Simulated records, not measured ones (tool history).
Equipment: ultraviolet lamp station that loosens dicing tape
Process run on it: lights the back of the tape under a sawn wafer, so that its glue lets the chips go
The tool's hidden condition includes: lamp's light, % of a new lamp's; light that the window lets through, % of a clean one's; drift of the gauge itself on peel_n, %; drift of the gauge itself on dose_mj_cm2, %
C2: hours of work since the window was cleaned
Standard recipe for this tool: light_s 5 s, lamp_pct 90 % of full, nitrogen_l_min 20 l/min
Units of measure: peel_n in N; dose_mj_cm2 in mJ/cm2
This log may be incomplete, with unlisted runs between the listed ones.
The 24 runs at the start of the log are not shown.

Run 25, hour 215.6: usual settings but light_s 4 s, nitrogen_l_min 22 l/min; hours of work of the lamp 326; C2 277. Result: peel_n 0.846 N, dose_mj_cm2 206 mJ/cm2.
Run 26, hour 227.6: usual settings but light_s 3 s, nitrogen_l_min 19 l/min; hours of work of the lamp 334; C2 286. Result: peel_n 1.712 N, dose_mj_cm2 152 mJ/cm2.
Run 27, hour 237.9: usual settings but light_s 6 s, lamp_pct 98 % of full, nitrogen_l_min 11 l/min; hours of work of the lamp 341; C2 293. Result: peel_n 0.438 N, dose_mj_cm2 342 mJ/cm2.
Run 28, hour 243.3: usual settings but light_s 6 s, lamp_pct 91 % of full, nitrogen_l_min 23 l/min; hours of work of the lamp 345; C2 297. Result: peel_n 0.263 N, dose_mj_cm2 314 mJ/cm2.
Run 29, hour 250.9: usual settings but light_s 2 s, lamp_pct 93 % of full, nitrogen_l_min 12 l/min; hours of work of the lamp 350; C2 302. Result: peel_n 3.655 N, dose_mj_cm2 105 mJ/cm2.
Run 30, hour 257.5: usual settings but light_s 3 s, lamp_pct 93 % of full, nitrogen_l_min 24 l/min; hours of work of the lamp 355; C2 307. Result: peel_n 1.403 N, dose_mj_cm2 160 mJ/cm2.
Run 31, hour 267.7: usual settings but light_s 3 s, lamp_pct 93 % of full, nitrogen_l_min 24 l/min; hours of work of the lamp 362; C2 314. Result: peel_n 1.386 N, dose_mj_cm2 158 mJ/cm2.
Run 32, hour 275.0: usual settings but light_s 4 s, lamp_pct 69 % of full, nitrogen_l_min 24 l/min; hours of work of the lamp 367; C2 319. Result: peel_n 1.423 N, dose_mj_cm2 160 mJ/cm2.
Run 33, hour 286.1: usual settings but light_s 8 s, lamp_pct 69 % of full, nitrogen_l_min 10 l/min; hours of work of the lamp 375; C2 327. Result: peel_n 0.599 N, dose_mj_cm2 320 mJ/cm2.
Run 34, hour 298.3: usual settings but light_s 8 s, lamp_pct 64 % of full; hours of work of the lamp 383; C2 335. Result: peel_n 0.380 N, dose_mj_cm2 292 mJ/cm2.
Run 35, hour 305.0: usual settings but light_s 8 s, lamp_pct 64 % of full; hours of work of the lamp 388; C2 340. Result: peel_n 0.367 N, dose_mj_cm2 291 mJ/cm2.
Run 36, hour 316.3: usual settings but light_s 8 s, lamp_pct 64 % of full; hours of work of the lamp 396; C2 348. Result: peel_n 0.381 N, dose_mj_cm2 288 mJ/cm2.
Run 37, hour 324.5: usual settings but lamp_pct 68 % of full, nitrogen_l_min 38 l/min; hours of work of the lamp 402; C2 353. Result: peel_n 0.707 N, dose_mj_cm2 188 mJ/cm2.
Run 38, hour 335.5: usual settings but lamp_pct 83 % of full, nitrogen_l_min 12 l/min; hours of work of the lamp 409; C2 361. Result: peel_n 1.080 N, dose_mj_cm2 235 mJ/cm2.
Run 39, hour 344.3: usual settings but lamp_pct 83 % of full, nitrogen_l_min 12 l/min; hours of work of the lamp 416; C2 367. Result: peel_n 1.041 N, dose_mj_cm2 239 mJ/cm2.

Below are 4 alternative next runs, each starting from the tool's condition after run 39. Predict each:
Run A, hour 352.1: usual settings but nitrogen_l_min 22 l/min; hours of work of the lamp 421; C2 373. Result: peel_n ?, dose_mj_cm2 ?.
Run B, hour 352.1: usual settings but nitrogen_l_min 8 l/min; hours of work of the lamp 421; C2 373. Result: peel_n ?, dose_mj_cm2 ?.
Run C, hour 352.1: usual settings but light_s 3 s, nitrogen_l_min 12 l/min; hours of work of the lamp 421; C2 373. Result: peel_n ?, dose_mj_cm2 ?.
Run D, hour 352.1: usual settings but lamp_pct 83 % of full, nitrogen_l_min 13 l/min; hours of work of the lamp 421; C2 373. Result: peel_n ?, dose_mj_cm2 ?.

run  peel_n  dose_mj_cm2
  A   0.506          251
  B   1.218          251
  C   2.340          148
  D   0.991          232
Without the tool's unlogged condition, the same runs would have read:
run  peel_n  dose_mj_cm2
  A   0.348          288
  B   0.899          287
  C   1.878          170
  D   0.717          266

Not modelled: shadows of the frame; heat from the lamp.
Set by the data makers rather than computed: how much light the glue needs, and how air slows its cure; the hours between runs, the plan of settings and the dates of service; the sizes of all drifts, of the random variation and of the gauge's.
